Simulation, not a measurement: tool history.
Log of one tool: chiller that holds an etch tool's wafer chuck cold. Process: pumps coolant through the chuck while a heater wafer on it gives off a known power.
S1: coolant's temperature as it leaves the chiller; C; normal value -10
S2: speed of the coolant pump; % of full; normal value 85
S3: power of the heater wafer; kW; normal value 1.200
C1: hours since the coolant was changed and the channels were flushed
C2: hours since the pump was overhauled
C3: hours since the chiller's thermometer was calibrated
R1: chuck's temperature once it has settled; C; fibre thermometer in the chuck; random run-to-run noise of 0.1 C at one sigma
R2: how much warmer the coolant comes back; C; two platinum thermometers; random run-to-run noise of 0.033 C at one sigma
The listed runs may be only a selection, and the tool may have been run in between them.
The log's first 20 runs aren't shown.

| run | hour | S1 | S2 | S3 | C1 | C2 | C3 | R1 | R2 |
|---|---|---|---|---|---|---|---|---|---|
| 21 | 2807.6 | -10 | 79 | 1.200 | 866 | 7265 | 3606 | 5.9 | 6.15 |
| 22 | 2942.3 | -10 | 79 | 1.200 | 1001 | 7399 | 3741 | 5.9 | 6.24 |
| 23 | 3037.5 | -15 | 67 | 0.860 | 1096 | 7495 | 3836 | -2.1 | 5.26 |
| 24 | 3196.1 | -15 | 67 | 0.860 | 1255 | 7653 | 3995 | -2.1 | 5.25 |
| 25 | 3331.6 | -13 | 99 | 0.775 | 1390 | 7789 | 4130 | -4.1 | 3.23 |
|  | 3443.8 | chiller's thermometer calibrated |
| 26 | 3529.1 | -13 | 78 | 0.965 | 1587 | 7985 | 85 | 0.0 | 5.10 |
| 27 | 3637.8 | -13 | 78 | 0.965 | 1695 | 8094 | 194 | 0.5 | 5.22 |
| 28 | 3738.2 | -13 | 78 | 0.965 | 1796 | 8194 | 294 | 0.6 | 5.19 |
| 29 | 3859.0 | -9 | 88 | 1.446 | 1917 | 8315 | 415 | 9.3 | 6.88 |
| 30 | 4029.7 | -5 | 65 | 1.328 | 2087 | 8486 | 586 | 16.7 | 8.57 |
| 31 | 4166.8 | -5 | 91 | 1.328 | 2224 | 8623 | 723 | 11.8 | 6.20 |

4 options for the next run, each taken on its own from the tool as it stands now. Forecast them:
| A | 4291.8 | -17 | 99 | 1.328 | 2349 | 8748 | 848 | ? | ? |
| B | 4291.8 | -10 | 77 | 1.200 | 2349 | 8748 | 848 | ? | ? |
| C | 4291.8 | -10 | 82 | 1.200 | 2349 | 8748 | 848 | ? | ? |
| D | 4291.8 | -17 | 80 | 1.328 | 2349 | 8748 | 848 | ? | ? |

| run | R1 | R2 |
|---|---|---|
| A | -1.4 | 5.69 |
| B | 7.0 | 6.61 |
| C | 6.2 | 6.22 |
| D | 1.4 | 7.00 |
The same runs, with their run-to-run variation unchanged, on a tool lacking any hidden condition would have given:
| run | R1 | R2 |
|---|---|---|
| A | -4.3 | 4.56 |
| B | 3.9 | 5.29 |
| C | 3.2 | 4.97 |
| D | -2.0 | 5.60 |
